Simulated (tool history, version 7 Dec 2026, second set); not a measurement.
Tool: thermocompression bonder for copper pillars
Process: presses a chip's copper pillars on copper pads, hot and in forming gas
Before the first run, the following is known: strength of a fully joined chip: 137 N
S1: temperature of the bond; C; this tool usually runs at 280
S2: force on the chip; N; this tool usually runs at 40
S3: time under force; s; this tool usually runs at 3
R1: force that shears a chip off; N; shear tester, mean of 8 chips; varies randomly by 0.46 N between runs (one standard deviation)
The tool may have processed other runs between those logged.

run	hour	S1	S2	S3	R1
1	0.0	280	40	3	46.3
# hour 31.1: forming gas filter changed
2	38.3	280	40	3	52.1
3	80.0	280	40	3	52.1
4	108.7	280	40	8	74.6
5	143.3	280	40	8	74.7
6	180.1	280	40	8	73.1
7	229.5	280	40	8	73.7
8	265.1	280	40	8	71.9
9	290.1	280	40	3	52.4
10	314.1	280	40	3	51.5
11	350.8	280	40	3	51.4
12	376.1	280	40	3	51.7
13	398.8	280	40	3	51.2
14	421.9	280	36	3	47.2
15	459.8	280	39	3	50.1
16	500.7	280	55	2	53.3
17	539.6	294	24	7	56.4
18	574.0	274	26	7	48.3
19	623.1	303	26	2	40.0
# hour 650.7: forming gas filter changed
20	654.2	251	26	3	29.7
21	701.4	289	58	3	76.5
22	729.4	259	47	5	60.4
23	754.2	300	47	3	72.7
24	800.0	280	48	7	83.0

Consider 5 possible next runs. They are alternatives, not a sequence: every one starts from the tool as it was left by run 24. What does each give?
A	826.6	280	36	7	?
B	826.6	292	48	5	?
C	826.6	280	50	6	?
D	826.6	280	48	4	?
E	826.6	265	43	3	?

run	R1
A	70.8
B	80.4
C	80.4
D	69.0
E	49.5
Stripped of hidden state, with their random variation kept, the same runs would have yielded:
run	R1
A	64.0
B	73.8
C	73.4
D	62.2
E	43.4
